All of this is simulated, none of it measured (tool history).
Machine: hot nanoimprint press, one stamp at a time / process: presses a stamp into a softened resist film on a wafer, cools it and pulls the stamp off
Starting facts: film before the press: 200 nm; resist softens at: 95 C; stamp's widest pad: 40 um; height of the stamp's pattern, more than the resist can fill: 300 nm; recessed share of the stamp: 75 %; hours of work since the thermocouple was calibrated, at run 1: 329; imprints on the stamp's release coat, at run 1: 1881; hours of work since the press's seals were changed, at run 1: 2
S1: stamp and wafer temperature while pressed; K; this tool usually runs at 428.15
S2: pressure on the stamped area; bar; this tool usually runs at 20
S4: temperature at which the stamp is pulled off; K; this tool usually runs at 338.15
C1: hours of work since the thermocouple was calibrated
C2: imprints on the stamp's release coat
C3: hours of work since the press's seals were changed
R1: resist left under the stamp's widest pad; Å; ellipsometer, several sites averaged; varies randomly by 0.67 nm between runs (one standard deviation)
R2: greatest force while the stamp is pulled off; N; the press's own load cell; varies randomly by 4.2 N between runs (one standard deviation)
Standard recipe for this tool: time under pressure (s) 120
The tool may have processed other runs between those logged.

run 1 hour=0 | S1=428.15 S2=20 time_under_pressure_(s)=120 S4=338.15 | C1=329 C2=1881 C3=2 | R1=809 R2=289
run 2 hour=11.1 | S1=428.15 S2=20 time_under_pressure_(s)=120 S4=338.15 | C1=336 C2=1915 C3=9 | R1=830 R2=283
run 3 hour=25.8 | S1=428.15 S2=20 time_under_pressure_(s)=120 S4=325.15 | C1=346 C2=1961 C3=19 | R1=817 R2=362
run 4 hour=33 | S1=428.15 S2=20 time_under_pressure_(s)=120 S4=325.15 | C1=351 C2=1984 C3=24 | R1=820 R2=368
run 5 hour=42.4 | S1=433.15 S2=20 time_under_pressure_(s)=120 S4=338.15 | C1=357 C2=2013 C3=30 | R1=598 R2=282
run 6 hour=50.9 | S1=433.15 S2=20 time_under_pressure_(s)=120 S4=338.15 | C1=363 C2=2040 C3=36 | R1=595 R2=296
run 7 hour=60.1 | S1=433.15 S2=20 time_under_pressure_(s)=120 S4=338.15 | C1=369 C2=2069 C3=42 | R1=592 R2=302
run 8 hour=70.4 | S1=433.15 S2=20 time_under_pressure_(s)=120 S4=338.15 | C1=376 C2=2101 C3=49 | R1=610 R2=283
run 9 hour=81 | S1=433.15 S2=20 time_under_pressure_(s)=120 S4=338.15 | C1=383 C2=2134 C3=56 | R1=599 R2=309
run 10 hour=91.8 | S1=428.15 S2=20 time_under_pressure_(s)=120 S4=338.15 | C1=390 C2=2168 C3=63 | R1=834 R2=302
run 11 hour=104.2 | S1=428.15 S2=20 time_under_pressure_(s)=120 S4=338.15 | C1=399 C2=2206 C3=71 | R1=828 R2=288
run 12 hour=111.4 | S1=428.15 S2=20 time_under_pressure_(s)=212 S4=338.15 | C1=403 C2=2229 C3=76 | R1=687 R2=302
run 13 hour=120.6 | S1=428.15 S2=20 time_under_pressure_(s)=120 S4=338.15 | C1=409 C2=2258 C3=82 | R1=823 R2=285
run 14 hour=131 | S1=428.15 S2=20 time_under_pressure_(s)=120 S4=338.15 | C1=416 C2=2290 C3=89 | R1=840 R2=299
-- hour=145.5 stamp cleaned and given a new release coat
run 15 hour=150.7 | S1=428.15 S2=20 time_under_pressure_(s)=120 S4=338.15 | C1=426 C2=16 C3=98 | R1=847 R2=224
run 16 hour=158 | S1=433.15 S2=28 time_under_pressure_(s)=174 S4=337.15 | C1=430 C2=39 C3=103 | R1=442 R2=229
run 17 hour=169.6 | S1=433.15 S2=27.6 time_under_pressure_(s)=174 S4=337.15 | C1=438 C2=75 C3=111 | R1=446 R2=218
run 18 hour=179.3 | S1=427.15 S2=20 time_under_pressure_(s)=120 S4=326.15 | C1=445 C2=105 C3=118 | R1=911 R2=290
run 19 hour=195.3 | S1=427.15 S2=13.2 time_under_pressure_(s)=120 S4=326.15 | C1=455 C2=155 C3=128 | R1=1086 R2=278
run 20 hour=205.9 | S1=428.15 S2=18 time_under_pressure_(s)=120 S4=336.15 | C1=462 C2=188 C3=135 | R1=899 R2=231
run 21 hour=219.5 | S1=422.15 S2=15.2 time_under_pressure_(s)=120 S4=336.15 | C1=471 C2=231 C3=144 | R1=1353 R2=238
run 22 hour=233.3 | S1=436.15 S2=20 time_under_pressure_(s)=205 S4=338.15 | C1=481 C2=274 C3=154 | R1=415 R2=223
run 23 hour=246 | S1=435.15 S2=20 time_under_pressure_(s)=205 S4=338.15 | C1=489 C2=314 C3=162 | R1=444 R2=226
run 24 hour=260.9 | S1=427.15 S2=20 time_under_pressure_(s)=120 S4=343.15 | C1=499 C2=360 C3=172 | R1=931 R2=195
run 25 hour=272.3 | S1=434.15 S2=18.3 time_under_pressure_(s)=86 S4=343.15 | C1=507 C2=396 C3=180 | R1=698 R2=208
run 26 hour=280.9 | S1=434.15 S2=24 time_under_pressure_(s)=86 S4=343.15 | C1=512 C2=423 C3=185 | R1=607 R2=203
run 27 hour=293.3 | S1=422.15 S2=24 time_under_pressure_(s)=86 S4=329.15 | C1=521 C2=462 C3=194 | R1=1265 R2=276
run 28 hour=309.3 | S1=422.15 S2=28 time_under_pressure_(s)=86 S4=329.15 | C1=531 C2=512 C3=204 | R1=1198 R2=275
run 29 hour=323.2 | S1=422.15 S2=28 time_under_pressure_(s)=86 S4=329.15 | C1=541 C2=555 C3=213 | R1=1203 R2=283

Branching from run 29: 3 alternative next runs. What would each branch give?
run A hour=337.1 | S1=428.15 S2=16.4 time_under_pressure_(s)=189 S4=327.15 | C1=550 C2=598 C3=223 | R1=? R2=?
run B hour=337.1 | S1=422.15 S2=27.1 time_under_pressure_(s)=86 S4=329.15 | C1=550 C2=598 C3=223 | R1=? R2=?
run C hour=337.1 | S1=422.15 S2=14.5 time_under_pressure_(s)=86 S4=328.15 | C1=550 C2=598 C3=223 | R1=? R2=?

run=A R1=814 R2=305
run=B R1=1229 R2=279
run=C R1=1507 R2=287
The same runs, with their run-to-run variation unchanged, on a tool lacking any hidden condition would have given:
run=A R1=693 R2=265
run=B R1=1062 R2=242
run=C R1=1358 R2=250
